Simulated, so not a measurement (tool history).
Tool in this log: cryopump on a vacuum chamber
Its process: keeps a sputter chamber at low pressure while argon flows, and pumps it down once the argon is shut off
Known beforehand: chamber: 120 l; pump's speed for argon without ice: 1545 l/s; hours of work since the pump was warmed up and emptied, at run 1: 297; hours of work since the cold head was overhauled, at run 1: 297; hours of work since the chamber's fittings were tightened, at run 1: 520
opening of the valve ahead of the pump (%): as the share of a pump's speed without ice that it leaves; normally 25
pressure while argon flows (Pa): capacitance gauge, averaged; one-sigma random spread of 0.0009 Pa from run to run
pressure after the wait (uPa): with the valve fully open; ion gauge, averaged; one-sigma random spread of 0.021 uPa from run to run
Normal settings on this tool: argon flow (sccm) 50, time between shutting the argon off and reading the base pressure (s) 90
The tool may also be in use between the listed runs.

run	day	argon flow (sccm)	time between shutting the argon off and reading the base pressure (s)	opening of the valve ahead of the pump (%)	hours of work since the pump was warmed up and emptied	hours of work since the cold head was overhauled	hours of work since the chamber's fittings were tightened	pressure while argon flows (Pa)	pressure after the wait (uPa)
1	0.000	50	90	25	297	297	520	0.2224	1.05
2	1.308	50	90	52	314	314	537	0.1083	1.06
3	2.696	50	90	52	332	332	554	0.1096	1.05
4	3.804	50	90	52	346	346	569	0.1093	1.06
5	4.804	50	90	32	359	359	581	0.1761	1.13
6	6.221	92	90	32	377	377	600	0.3226	1.08
7	7.892	50	98	25	398	398	621	0.2224	1.06
8	9.058	50	90	25	413	413	636	0.2246	1.09
9	11.083	50	90	39	439	439	662	0.1458	1.10
10	12.600	50	71	25	459	459	681	0.2242	1.29
11	14.662	36	71	25	485	485	708	0.1625	1.32
12	16.192	36	71	36	505	505	727	0.1131	1.30
13	18.288	36	71	57	532	532	754	0.0737	1.32
14	19.975	36	71	57	553	553	776	0.0740	1.36
15	21.329	36	71	57	571	571	793	0.0737	1.36
16	23.050	50	116	24	593	593	815	0.2350	0.95
17	24.050	50	116	24	606	606	828	0.2364	1.00
18	25.567	50	116	24	625	625	848	0.2374	0.95
19	26.658	68	162	18	639	639	862	0.4270	0.80
20	28.325	37	40	25	660	660	883	0.1685	2.16
21	30.158	66	250	25	684	684	907	0.3010	0.66
22	31.888	39	42	29	706	706	929	0.1549	2.10
23	33.808	25	24	18	731	731	954	0.1562	3.27
24	35.017	91	53	25	746	746	969	0.4187	1.75
25	36.012	79	43	53	759	759	982	0.1805	2.03
26	37.712	79	43	53	781	781	1004	0.1802	2.00
27	38.700	79	43	53	793	793	1016	0.1795	2.02
28	40.188	28	62	41	813	813	1035	0.0810	1.55

What if the next run were any one of these 4? Each begins from the tool's condition after run 28:
A	41.675	28	62	23	832	832	1054	?	?
B	41.675	50	90	20	832	832	1054	?	?
C	41.675	59	32	25	832	832	1054	?	?
D	41.675	22	90	39	832	832	1054	?	?

run	pressure while argon flows (Pa)	pressure after the wait (uPa)
A	0.1399	1.55
B	0.2852	1.22
C	0.2702	2.58
D	0.0665	1.19
What these runs would have given with no unlogged condition in the tool:
run	pressure while argon flows (Pa)	pressure after the wait (uPa)
A	0.1336	1.31
B	0.2739	0.98
C	0.2569	2.34
D	0.0615	0.94

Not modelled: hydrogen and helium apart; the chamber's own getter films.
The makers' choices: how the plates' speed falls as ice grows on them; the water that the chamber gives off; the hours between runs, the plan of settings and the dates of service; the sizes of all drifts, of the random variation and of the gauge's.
